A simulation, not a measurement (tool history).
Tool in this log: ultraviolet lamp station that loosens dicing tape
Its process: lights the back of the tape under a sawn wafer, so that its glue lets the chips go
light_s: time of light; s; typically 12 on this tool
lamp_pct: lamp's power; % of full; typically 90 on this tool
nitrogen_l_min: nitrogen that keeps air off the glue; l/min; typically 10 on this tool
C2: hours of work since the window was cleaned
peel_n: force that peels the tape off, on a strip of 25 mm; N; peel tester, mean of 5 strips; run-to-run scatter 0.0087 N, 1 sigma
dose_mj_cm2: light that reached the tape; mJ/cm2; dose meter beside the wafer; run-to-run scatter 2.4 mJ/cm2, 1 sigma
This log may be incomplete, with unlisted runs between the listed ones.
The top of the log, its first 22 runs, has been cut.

{"run": 23, "day": 22.638, "light_s": 19, "lamp_pct": 84, "nitrogen_l_min": 14, "hours of work of the lamp": 522, "C2": 196, "peel_n": 0.276, "dose_mj_cm2": 297}
{"run": 24, "day": 23.517, "light_s": 10, "lamp_pct": 84, "nitrogen_l_min": 5, "hours of work of the lamp": 539, "C2": 213, "peel_n": 1.071, "dose_mj_cm2": 153}
{"day": 24.725, "done": "window cleaned of glue's vapour"}
{"run": 25, "day": 24.817, "light_s": 13, "lamp_pct": 72, "nitrogen_l_min": 12, "hours of work of the lamp": 564, "C2": 2, "peel_n": 0.532, "dose_mj_cm2": 204}
{"run": 26, "day": 25.562, "light_s": 13, "lamp_pct": 72, "nitrogen_l_min": 9, "hours of work of the lamp": 578, "C2": 16, "peel_n": 0.609, "dose_mj_cm2": 203}
{"run": 27, "day": 26.221, "light_s": 9, "lamp_pct": 72, "nitrogen_l_min": 5, "hours of work of the lamp": 590, "C2": 28, "peel_n": 1.23, "dose_mj_cm2": 137}
{"run": 28, "day": 27.183, "light_s": 9, "lamp_pct": 72, "nitrogen_l_min": 5, "hours of work of the lamp": 609, "C2": 47, "peel_n": 1.287, "dose_mj_cm2": 137}
{"run": 29, "day": 28.179, "light_s": 8, "lamp_pct": 62, "nitrogen_l_min": 3, "hours of work of the lamp": 628, "C2": 66, "peel_n": 1.779, "dose_mj_cm2": 102}
{"run": 30, "day": 28.796, "light_s": 8, "lamp_pct": 75, "nitrogen_l_min": 17, "hours of work of the lamp": 639, "C2": 78, "peel_n": 1.004, "dose_mj_cm2": 120}
{"run": 31, "day": 29.838, "light_s": 8, "lamp_pct": 75, "nitrogen_l_min": 17, "hours of work of the lamp": 659, "C2": 98, "peel_n": 0.995, "dose_mj_cm2": 122}
{"run": 32, "day": 30.504, "light_s": 8, "lamp_pct": 75, "nitrogen_l_min": 17, "hours of work of the lamp": 672, "C2": 110, "peel_n": 1.002, "dose_mj_cm2": 114}
{"run": 33, "day": 31.821, "light_s": 17, "lamp_pct": 71, "nitrogen_l_min": 10, "hours of work of the lamp": 697, "C2": 135, "peel_n": 0.489, "dose_mj_cm2": 227}
{"run": 34, "day": 32.758, "light_s": 17, "lamp_pct": 83, "nitrogen_l_min": 10, "hours of work of the lamp": 715, "C2": 153, "peel_n": 0.406, "dose_mj_cm2": 265}
{"run": 35, "day": 33.45, "light_s": 17, "lamp_pct": 83, "nitrogen_l_min": 10, "hours of work of the lamp": 728, "C2": 166, "peel_n": 0.4, "dose_mj_cm2": 258}
{"run": 36, "day": 34.275, "light_s": 17, "lamp_pct": 67, "nitrogen_l_min": 4, "hours of work of the lamp": 744, "C2": 182, "peel_n": 0.853, "dose_mj_cm2": 204}
{"run": 37, "day": 34.958, "light_s": 19, "lamp_pct": 71, "nitrogen_l_min": 8, "hours of work of the lamp": 757, "C2": 195, "peel_n": 0.527, "dose_mj_cm2": 238}
{"run": 38, "day": 35.817, "light_s": 19, "lamp_pct": 71, "nitrogen_l_min": 8, "hours of work of the lamp": 773, "C2": 212, "peel_n": 0.539, "dose_mj_cm2": 237}
{"run": 39, "day": 36.654, "light_s": 17, "lamp_pct": 94, "nitrogen_l_min": 4, "hours of work of the lamp": 789, "C2": 228, "peel_n": 0.565, "dose_mj_cm2": 271}
{"day": 37.104, "done": "window cleaned of glue's vapour"}
{"run": 40, "day": 37.504, "light_s": 19, "lamp_pct": 81, "nitrogen_l_min": 10, "hours of work of the lamp": 805, "C2": 8, "peel_n": 0.291, "dose_mj_cm2": 307}
{"run": 41, "day": 38.575, "light_s": 23, "lamp_pct": 99, "nitrogen_l_min": 10, "hours of work of the lamp": 826, "C2": 28, "peel_n": 0.191, "dose_mj_cm2": 450}

The next listed run, before its measurement:
{"run": 42, "day": 39.896, "light_s": 23, "lamp_pct": 70, "nitrogen_l_min": 6, "hours of work of the lamp": 851, "C2": 53, "peel_n": "?", "dose_mj_cm2": "?"}

{"run 42": {"peel_n": 0.387, "dose_mj_cm2": 309}}
With no hidden state in the tool, this same run would have given peel_n 0.248 N, dose_mj_cm2 419 mJ/cm2.

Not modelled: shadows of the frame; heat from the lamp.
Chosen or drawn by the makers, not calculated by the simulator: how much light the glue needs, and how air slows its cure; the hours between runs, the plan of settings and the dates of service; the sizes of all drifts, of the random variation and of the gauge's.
